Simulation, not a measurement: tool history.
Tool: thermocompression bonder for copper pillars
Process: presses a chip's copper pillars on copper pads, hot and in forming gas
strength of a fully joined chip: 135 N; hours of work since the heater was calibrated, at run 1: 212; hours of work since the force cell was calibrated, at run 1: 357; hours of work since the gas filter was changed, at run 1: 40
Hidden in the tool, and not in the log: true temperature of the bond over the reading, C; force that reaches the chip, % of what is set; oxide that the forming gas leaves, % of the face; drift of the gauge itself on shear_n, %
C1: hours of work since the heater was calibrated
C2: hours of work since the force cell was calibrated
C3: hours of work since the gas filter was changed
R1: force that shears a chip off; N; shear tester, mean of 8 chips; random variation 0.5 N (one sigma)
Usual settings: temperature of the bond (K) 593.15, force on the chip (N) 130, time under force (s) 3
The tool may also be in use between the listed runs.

run 1 day=0 | temperature_of_the_bond_(K)=593.15 force_on_the_chip_(N)=130 time_under_force_(s)=3 | C1=212 C2=357 C3=40 | R1=75.9
run 2 day=1.008 | temperature_of_the_bond_(K)=593.15 force_on_the_chip_(N)=130 time_under_force_(s)=3 | C1=227 C2=372 C3=56 | R1=76.3
run 3 day=2.221 | temperature_of_the_bond_(K)=589.15 force_on_the_chip_(N)=130 time_under_force_(s)=3 | C1=246 C2=391 C3=74 | R1=74
run 4 day=3.358 | temperature_of_the_bond_(K)=589.15 force_on_the_chip_(N)=130 time_under_force_(s)=3 | C1=263 C2=409 C3=92 | R1=73.9
run 5 day=4.012 | temperature_of_the_bond_(K)=589.15 force_on_the_chip_(N)=130 time_under_force_(s)=3 | C1=273 C2=419 C3=102 | R1=73.4
run 6 day=4.75 | temperature_of_the_bond_(K)=589.15 force_on_the_chip_(N)=130 time_under_force_(s)=3 | C1=285 C2=430 C3=113 | R1=74.3
run 7 day=5.688 | temperature_of_the_bond_(K)=589.15 force_on_the_chip_(N)=130 time_under_force_(s)=3 | C1=299 C2=445 C3=128 | R1=73.4
run 8 day=6.875 | temperature_of_the_bond_(K)=589.15 force_on_the_chip_(N)=130 time_under_force_(s)=3 | C1=318 C2=463 C3=146 | R1=74
run 9 day=7.446 | temperature_of_the_bond_(K)=589.15 force_on_the_chip_(N)=130 time_under_force_(s)=3 | C1=326 C2=472 C3=155 | R1=73.3
run 10 day=7.954 | temperature_of_the_bond_(K)=589.15 force_on_the_chip_(N)=130 time_under_force_(s)=5 | C1=334 C2=480 C3=163 | R1=86.1
run 11 day=8.983 | temperature_of_the_bond_(K)=589.15 force_on_the_chip_(N)=130 time_under_force_(s)=5 | C1=350 C2=495 C3=179 | R1=85.5
run 12 day=10.146 | temperature_of_the_bond_(K)=589.15 force_on_the_chip_(N)=130 time_under_force_(s)=5 | C1=368 C2=513 C3=196 | R1=84.3
run 13 day=11.338 | temperature_of_the_bond_(K)=593.15 force_on_the_chip_(N)=130 time_under_force_(s)=3 | C1=386 C2=532 C3=215 | R1=75.5
run 14 day=12.162 | temperature_of_the_bond_(K)=593.15 force_on_the_chip_(N)=130 time_under_force_(s)=3 | C1=399 C2=544 C3=228 | R1=75.6
run 15 day=12.954 | temperature_of_the_bond_(K)=593.15 force_on_the_chip_(N)=130 time_under_force_(s)=3 | C1=411 C2=557 C3=240 | R1=75.9
run 16 day=13.479 | temperature_of_the_bond_(K)=593.15 force_on_the_chip_(N)=130 time_under_force_(s)=3 | C1=419 C2=565 C3=248 | R1=76
run 17 day=14.092 | temperature_of_the_bond_(K)=593.15 force_on_the_chip_(N)=130 time_under_force_(s)=3 | C1=429 C2=574 C3=257 | R1=76.7
run 18 day=14.825 | temperature_of_the_bond_(K)=593.15 force_on_the_chip_(N)=130 time_under_force_(s)=3 | C1=440 C2=585 C3=269 | R1=75.3
run 19 day=15.533 | temperature_of_the_bond_(K)=593.15 force_on_the_chip_(N)=130 time_under_force_(s)=3 | C1=451 C2=596 C3=280 | R1=75.2
run 20 day=16.558 | temperature_of_the_bond_(K)=593.15 force_on_the_chip_(N)=130 time_under_force_(s)=3 | C1=467 C2=612 C3=295 | R1=75.6
run 21 day=17.262 | temperature_of_the_bond_(K)=593.15 force_on_the_chip_(N)=130 time_under_force_(s)=3 | C1=478 C2=623 C3=306 | R1=75.4
-- day=17.396 force cell calibrated
run 22 day=17.958 | temperature_of_the_bond_(K)=593.15 force_on_the_chip_(N)=130 time_under_force_(s)=3 | C1=488 C2=9 C3=316 | R1=74.7
run 23 day=19.046 | temperature_of_the_bond_(K)=593.15 force_on_the_chip_(N)=130 time_under_force_(s)=3 | C1=504 C2=25 C3=333 | R1=74.6
run 24 day=19.825 | temperature_of_the_bond_(K)=591.15 force_on_the_chip_(N)=110 time_under_force_(s)=3 | C1=516 C2=37 C3=345 | R1=66.8
-- day=19.958 force cell calibrated, once more
-- day=20.904 heater calibrated with a thermocouple chip
run 25 day=20.904 | temperature_of_the_bond_(K)=593.15 force_on_the_chip_(N)=130 time_under_force_(s)=5 | C1=0 C2=13 C3=359 | R1=84.1
run 26 day=21.942 | temperature_of_the_bond_(K)=598.15 force_on_the_chip_(N)=162 time_under_force_(s)=2 | C1=16 C2=29 C3=375 | R1=72.6
run 27 day=22.938 | temperature_of_the_bond_(K)=598.15 force_on_the_chip_(N)=132 time_under_force_(s)=2 | C1=31 C2=45 C3=391 | R1=66.2
run 28 day=23.767 | temperature_of_the_bond_(K)=618.15 force_on_the_chip_(N)=88 time_under_force_(s)=5 | C1=44 C2=57 C3=403 | R1=84.6

Run 29 comes next. What will it give?
-- day=23.946 forming gas filter changed
run 29 day=24.588 | temperature_of_the_bond_(K)=571.15 force_on_the_chip_(N)=125 time_under_force_(s)=5 | C1=56 C2=70 C3=10 | R1=?

{"run 29": {"R1": 72.5}}
Without the tool's hidden state the same run would have given R1 71.9 N.
